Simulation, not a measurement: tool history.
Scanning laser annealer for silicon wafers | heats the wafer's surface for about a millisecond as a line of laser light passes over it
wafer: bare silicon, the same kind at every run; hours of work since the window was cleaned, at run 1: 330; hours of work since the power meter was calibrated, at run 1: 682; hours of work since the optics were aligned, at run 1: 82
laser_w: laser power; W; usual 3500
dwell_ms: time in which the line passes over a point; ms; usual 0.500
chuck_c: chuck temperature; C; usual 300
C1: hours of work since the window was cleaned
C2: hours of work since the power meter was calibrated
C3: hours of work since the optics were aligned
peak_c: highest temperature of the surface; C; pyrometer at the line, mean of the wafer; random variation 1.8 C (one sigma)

{"run": 1, "hour": 0.0, "laser_w": 3500, "dwell_ms": 0.5, "chuck_c": 300, "C1": 330, "C2": 682, "C3": 82, "peak_c": 993}
{"run": 2, "hour": 22.1, "laser_w": 3761, "dwell_ms": 0.5, "chuck_c": 300, "C1": 346, "C2": 698, "C3": 99, "peak_c": 1059}
{"run": 3, "hour": 42.0, "laser_w": 3761, "dwell_ms": 0.5, "chuck_c": 300, "C1": 361, "C2": 713, "C3": 114, "peak_c": 1056}
{"run": 4, "hour": 57.0, "laser_w": 3500, "dwell_ms": 0.5, "chuck_c": 300, "C1": 373, "C2": 724, "C3": 125, "peak_c": 993}
{"run": 5, "hour": 77.4, "laser_w": 3500, "dwell_ms": 0.5, "chuck_c": 300, "C1": 388, "C2": 740, "C3": 140, "peak_c": 993}
{"run": 6, "hour": 87.3, "laser_w": 3500, "dwell_ms": 0.5, "chuck_c": 300, "C1": 395, "C2": 747, "C3": 148, "peak_c": 990}
{"run": 7, "hour": 110.4, "laser_w": 3500, "dwell_ms": 0.5, "chuck_c": 300, "C1": 413, "C2": 765, "C3": 165, "peak_c": 989}
{"run": 8, "hour": 120.2, "laser_w": 3391, "dwell_ms": 0.5, "chuck_c": 300, "C1": 420, "C2": 772, "C3": 172, "peak_c": 960}
{"run": 9, "hour": 139.3, "laser_w": 3391, "dwell_ms": 0.5, "chuck_c": 300, "C1": 434, "C2": 786, "C3": 187, "peak_c": 965}
{"run": 10, "hour": 160.3, "laser_w": 3391, "dwell_ms": 0.539, "chuck_c": 300, "C1": 450, "C2": 802, "C3": 203, "peak_c": 989}
{"run": 11, "hour": 172.1, "laser_w": 3391, "dwell_ms": 0.539, "chuck_c": 300, "C1": 459, "C2": 811, "C3": 211, "peak_c": 982}
{"run": 12, "hour": 187.8, "laser_w": 3391, "dwell_ms": 0.539, "chuck_c": 300, "C1": 471, "C2": 823, "C3": 223, "peak_c": 983}
{"run": 13, "hour": 208.3, "laser_w": 3500, "dwell_ms": 0.5, "chuck_c": 300, "C1": 486, "C2": 838, "C3": 239, "peak_c": 989}
{"run": 14, "hour": 221.0, "laser_w": 3500, "dwell_ms": 0.5, "chuck_c": 300, "C1": 496, "C2": 848, "C3": 248, "peak_c": 986}
{"run": 15, "hour": 244.2, "laser_w": 3532, "dwell_ms": 0.5, "chuck_c": 300, "C1": 513, "C2": 865, "C3": 266, "peak_c": 991}
{"hour": 250.5, "done": "optics aligned, line set to its width"}
{"run": 16, "hour": 268.9, "laser_w": 3500, "dwell_ms": 0.5, "chuck_c": 300, "C1": 528, "C2": 880, "C3": 14, "peak_c": 986}
{"run": 17, "hour": 288.7, "laser_w": 3500, "dwell_ms": 0.501, "chuck_c": 300, "C1": 543, "C2": 895, "C3": 29, "peak_c": 982}
{"hour": 312.5, "done": "optics aligned, line set to its width, once more"}
{"run": 18, "hour": 313.5, "laser_w": 3500, "dwell_ms": 0.501, "chuck_c": 300, "C1": 558, "C2": 910, "C3": 1, "peak_c": 985}
{"run": 19, "hour": 328.1, "laser_w": 3500, "dwell_ms": 0.5, "chuck_c": 335, "C1": 569, "C2": 921, "C3": 12, "peak_c": 1018}
{"run": 20, "hour": 344.4, "laser_w": 3353, "dwell_ms": 0.5, "chuck_c": 300, "C1": 581, "C2": 933, "C3": 24, "peak_c": 948}
{"run": 21, "hour": 359.9, "laser_w": 3353, "dwell_ms": 0.596, "chuck_c": 300, "C1": 593, "C2": 945, "C3": 36, "peak_c": 999}
{"run": 22, "hour": 371.0, "laser_w": 3430, "dwell_ms": 0.5, "chuck_c": 297, "C1": 601, "C2": 953, "C3": 44, "peak_c": 963}
{"hour": 385.4, "done": "window over the wafer cleaned"}
{"run": 23, "hour": 395.4, "laser_w": 3292, "dwell_ms": 0.393, "chuck_c": 275, "C1": 7, "C2": 970, "C3": 61, "peak_c": 874}
{"run": 24, "hour": 409.2, "laser_w": 3500, "dwell_ms": 0.362, "chuck_c": 329, "C1": 18, "C2": 980, "C3": 71, "peak_c": 952}
{"run": 25, "hour": 421.3, "laser_w": 3151, "dwell_ms": 0.5, "chuck_c": 273, "C1": 27, "C2": 989, "C3": 80, "peak_c": 904}
{"run": 26, "hour": 443.3, "laser_w": 3500, "dwell_ms": 0.388, "chuck_c": 300, "C1": 44, "C2": 1006, "C3": 97, "peak_c": 945}
{"run": 27, "hour": 466.5, "laser_w": 3500, "dwell_ms": 0.388, "chuck_c": 300, "C1": 61, "C2": 1023, "C3": 114, "peak_c": 940}
{"run": 28, "hour": 488.0, "laser_w": 3500, "dwell_ms": 0.388, "chuck_c": 300, "C1": 77, "C2": 1039, "C3": 130, "peak_c": 939}
{"run": 29, "hour": 502.3, "laser_w": 3500, "dwell_ms": 0.388, "chuck_c": 300, "C1": 88, "C2": 1050, "C3": 141, "peak_c": 942}
{"run": 30, "hour": 512.8, "laser_w": 2982, "dwell_ms": 0.409, "chuck_c": 318, "C1": 96, "C2": 1058, "C3": 149, "peak_c": 857}
{"run": 31, "hour": 536.2, "laser_w": 3500, "dwell_ms": 0.5, "chuck_c": 275, "C1": 113, "C2": 1076, "C3": 167, "peak_c": 987}
{"run": 32, "hour": 554.6, "laser_w": 3500, "dwell_ms": 0.5, "chuck_c": 275, "C1": 127, "C2": 1089, "C3": 180, "peak_c": 985}
{"run": 33, "hour": 576.1, "laser_w": 3500, "dwell_ms": 0.5, "chuck_c": 338, "C1": 143, "C2": 1106, "C3": 197, "peak_c": 1046}
{"run": 34, "hour": 588.3, "laser_w": 3823, "dwell_ms": 0.546, "chuck_c": 284, "C1": 152, "C2": 1115, "C3": 206, "peak_c": 1106}
{"run": 35, "hour": 612.0, "laser_w": 3015, "dwell_ms": 0.492, "chuck_c": 284, "C1": 170, "C2": 1133, "C3": 224, "peak_c": 871}
{"run": 36, "hour": 627.6, "laser_w": 3015, "dwell_ms": 0.492, "chuck_c": 284, "C1": 182, "C2": 1144, "C3": 235, "peak_c": 869}
{"run": 37, "hour": 651.1, "laser_w": 3015, "dwell_ms": 0.492, "chuck_c": 284, "C1": 200, "C2": 1162, "C3": 253, "peak_c": 870}
{"run": 38, "hour": 663.7, "laser_w": 2982, "dwell_ms": 0.427, "chuck_c": 286, "C1": 209, "C2": 1171, "C3": 262, "peak_c": 831}
{"run": 39, "hour": 681.4, "laser_w": 2982, "dwell_ms": 0.427, "chuck_c": 286, "C1": 222, "C2": 1185, "C3": 276, "peak_c": 831}
{"run": 40, "hour": 700.7, "laser_w": 3830, "dwell_ms": 0.415, "chuck_c": 327, "C1": 237, "C2": 1199, "C3": 290, "peak_c": 1057}
{"run": 41, "hour": 714.3, "laser_w": 3830, "dwell_ms": 0.415, "chuck_c": 327, "C1": 247, "C2": 1209, "C3": 300, "peak_c": 1050}
{"run": 42, "hour": 730.3, "laser_w": 3500, "dwell_ms": 0.46, "chuck_c": 300, "C1": 259, "C2": 1221, "C3": 312, "peak_c": 978}

Forecast each of these 3 alternatives for the next run:
{"run": "A", "hour": 750.7, "laser_w": 3009, "dwell_ms": 0.483, "chuck_c": 318, "C1": 275, "C2": 1237, "C3": 328, "peak_c": "?"}
{"run": "B", "hour": 750.7, "laser_w": 3804, "dwell_ms": 0.46, "chuck_c": 309, "C1": 275, "C2": 1237, "C3": 328, "peak_c": "?"}
{"run": "C", "hour": 750.7, "laser_w": 3136, "dwell_ms": 0.392, "chuck_c": 327, "C1": 275, "C2": 1237, "C3": 328, "peak_c": "?"}

run=A peak_c=895
run=B peak_c=1061
run=C peak_c=884
Without the tool's hidden state the same runs would have given:
run=A peak_c=906
run=B peak_c=1076
run=C peak_c=895
